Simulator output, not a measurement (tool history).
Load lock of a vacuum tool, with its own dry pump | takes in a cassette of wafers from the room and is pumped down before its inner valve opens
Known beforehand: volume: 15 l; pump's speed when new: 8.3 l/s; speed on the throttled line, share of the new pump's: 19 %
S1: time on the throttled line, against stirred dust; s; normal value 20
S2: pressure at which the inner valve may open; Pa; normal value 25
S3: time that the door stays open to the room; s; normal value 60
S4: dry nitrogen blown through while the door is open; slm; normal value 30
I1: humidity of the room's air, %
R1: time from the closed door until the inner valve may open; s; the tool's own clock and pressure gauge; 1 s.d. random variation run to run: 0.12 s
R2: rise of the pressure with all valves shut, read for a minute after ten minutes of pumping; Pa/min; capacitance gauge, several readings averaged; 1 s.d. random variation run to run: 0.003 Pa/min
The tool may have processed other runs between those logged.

{"run": 1, "hour": 0.0, "S1": 20, "S2": 25, "S3": 60, "S4": 30, "I1": 47.8, "R1": 31.6, "R2": 0.356}
{"run": 2, "hour": 89.8, "S1": 20, "S2": 25, "S3": 60, "S4": 30, "I1": 48, "R1": 31.7, "R2": 0.37}
{"run": 3, "hour": 144.0, "S1": 20, "S2": 25, "S3": 175, "S4": 30, "I1": 43.5, "R1": 31.7, "R2": 0.391}
{"run": 4, "hour": 227.3, "S1": 20, "S2": 25, "S3": 175, "S4": 30, "I1": 43.8, "R1": 31.9, "R2": 0.402}
{"run": 5, "hour": 291.8, "S1": 20, "S2": 25, "S3": 175, "S4": 30, "I1": 47.5, "R1": 31.8, "R2": 0.413}
{"run": 6, "hour": 344.2, "S1": 20, "S2": 25, "S3": 60, "S4": 30, "I1": 42.3, "R1": 31.6, "R2": 0.38}
{"run": 7, "hour": 456.0, "S1": 20, "S2": 25, "S3": 60, "S4": 30, "I1": 44.9, "R1": 31.7, "R2": 0.386}
{"run": 8, "hour": 536.8, "S1": 20, "S2": 25, "S3": 60, "S4": 30, "I1": 47.2, "R1": 31.6, "R2": 0.39}
{"run": 9, "hour": 628.2, "S1": 20, "S2": 19, "S3": 60, "S4": 30, "I1": 44.5, "R1": 32.1, "R2": 0.385}
{"run": 10, "hour": 723.9, "S1": 20, "S2": 19, "S3": 60, "S4": 30, "I1": 45.1, "R1": 32.3, "R2": 0.391}
{"run": 11, "hour": 807.2, "S1": 20, "S2": 19, "S3": 60, "S4": 30, "I1": 44.1, "R1": 32, "R2": 0.398}
{"run": 12, "hour": 885.5, "S1": 20, "S2": 19, "S3": 60, "S4": 30, "I1": 41.2, "R1": 32, "R2": 0.405}
{"run": 13, "hour": 992.8, "S1": 20, "S2": 19, "S3": 60, "S4": 30, "I1": 46, "R1": 32.3, "R2": 0.414}
{"run": 14, "hour": 1051.0, "S1": 20, "S2": 19, "S3": 60, "S4": 30, "I1": 46.3, "R1": 32.1, "R2": 0.407}
{"run": 15, "hour": 1153.2, "S1": 20, "S2": 19, "S3": 60, "S4": 30, "I1": 43.7, "R1": 32.3, "R2": 0.421}
{"run": 16, "hour": 1223.4, "S1": 20, "S2": 19, "S3": 34, "S4": 30, "I1": 46.1, "R1": 32.1, "R2": 0.416}
{"run": 17, "hour": 1285.8, "S1": 20, "S2": 19, "S3": 34, "S4": 30, "I1": 46, "R1": 32.4, "R2": 0.414}
{"run": 18, "hour": 1371.2, "S1": 20, "S2": 19, "S3": 34, "S4": 30, "I1": 43.2, "R1": 32.4, "R2": 0.418}
{"run": 19, "hour": 1485.4, "S1": 20, "S2": 19, "S3": 34, "S4": 30, "I1": 46, "R1": 32.3, "R2": 0.418}
{"run": 20, "hour": 1608.6, "S1": 20, "S2": 19, "S3": 34, "S4": 30, "I1": 45.9, "R1": 32.2, "R2": 0.425}
{"run": 21, "hour": 1714.6, "S1": 20, "S2": 19, "S3": 34, "S4": 30, "I1": 46.2, "R1": 32.2, "R2": 0.424}
{"run": 22, "hour": 1771.2, "S1": 20, "S2": 19, "S3": 34, "S4": 30, "I1": 41.4, "R1": 32.3, "R2": 0.426}
{"run": 23, "hour": 1821.2, "S1": 20, "S2": 25, "S3": 46, "S4": 30, "I1": 45.4, "R1": 31.9, "R2": 0.437}
{"run": 24, "hour": 1880.7, "S1": 20, "S2": 25, "S3": 60, "S4": 17, "I1": 43.6, "R1": 31.8, "R2": 0.456}
{"run": 25, "hour": 1982.3, "S1": 21, "S2": 27, "S3": 60, "S4": 30, "I1": 46, "R1": 32.4, "R2": 0.453}
{"run": 26, "hour": 2086.6, "S1": 21, "S2": 27, "S3": 60, "S4": 30, "I1": 43.4, "R1": 32.5, "R2": 0.461}
{"run": 27, "hour": 2164.2, "S1": 24, "S2": 25, "S3": 60, "S4": 30, "I1": 43.1, "R1": 35.2, "R2": 0.464}
{"run": 28, "hour": 2217.1, "S1": 30, "S2": 20, "S3": 83, "S4": 27, "I1": 44.7, "R1": 40.3, "R2": 0.483}
{"run": 29, "hour": 2278.0, "S1": 20, "S2": 25, "S3": 131, "S4": 14, "I1": 42.1, "R1": 31.8, "R2": 0.503}
{"run": 30, "hour": 2350.3, "S1": 20, "S2": 22, "S3": 60, "S4": 11, "I1": 40.8, "R1": 32.4, "R2": 0.488}
{"run": 31, "hour": 2441.0, "S1": 20, "S2": 48, "S3": 33, "S4": 30, "I1": 40.8, "R1": 30.8, "R2": 0.462}
{"run": 32, "hour": 2534.7, "S1": 20, "S2": 28, "S3": 60, "S4": 4, "I1": 47.2, "R1": 31.5, "R2": 0.504}
{"run": 33, "hour": 2623.4, "S1": 15, "S2": 26, "S3": 146, "S4": 4, "I1": 46.4, "R1": 27.7, "R2": 0.554}
{"run": 34, "hour": 2691.6, "S1": 15, "S2": 26, "S3": 146, "S4": 4, "I1": 46.6, "R1": 27.9, "R2": 0.55}
{"run": 35, "hour": 2753.5, "S1": 15, "S2": 30, "S3": 146, "S4": 4, "I1": 47.5, "R1": 27.6, "R2": 0.56}
{"run": 36, "hour": 2871.2, "S1": 19, "S2": 32, "S3": 48, "S4": 34, "I1": 42.4, "R1": 30.6, "R2": 0.483}
{"run": 37, "hour": 2959.1, "S1": 39, "S2": 37, "S3": 37, "S4": 18, "I1": 41.8, "R1": 46.5, "R2": 0.49}

Some steps in R1 between neighbouring runs. How much of each would the tool show without its hidden state too (settings, what came in, random variation), and how much is left for the hidden state, with any gauge scatter that isn't in both results?
Hidden state present: pump's speed, % of a new pump's; leak at the door's seal, Pa l/s; drift of the gauge itself on ready_s, %; drift of the gauge itself on rise_pa_min, %.
Run 1 -> 2: no setting touched and nothing written in the log between the runs. R1 +0.1 s: hidden state +0.1, all else +0.
Run 9 -> 10: no setting touched and nothing written in the log between the runs. R1 +0.2 s: hidden state +0.1, all else +0.1.
Run 27 -> 28: S1 24 -> 30, S2 25 -> 20, S3 60 -> 83, S4 30 -> 27. R1 +5.1 s: hidden state +0, all else +5.1.
Run 28 -> 29: S1 30 -> 20, S2 20 -> 25, S3 83 -> 131, S4 27 -> 14. R1 -8.5 s: hidden state +0.1, all else -8.6.
Run 36 -> 37: S1 19 -> 39, S2 32 -> 37, S3 48 -> 37, S4 34 -> 18. R1 +15.9 s: hidden state -0.2, all else +16.1.
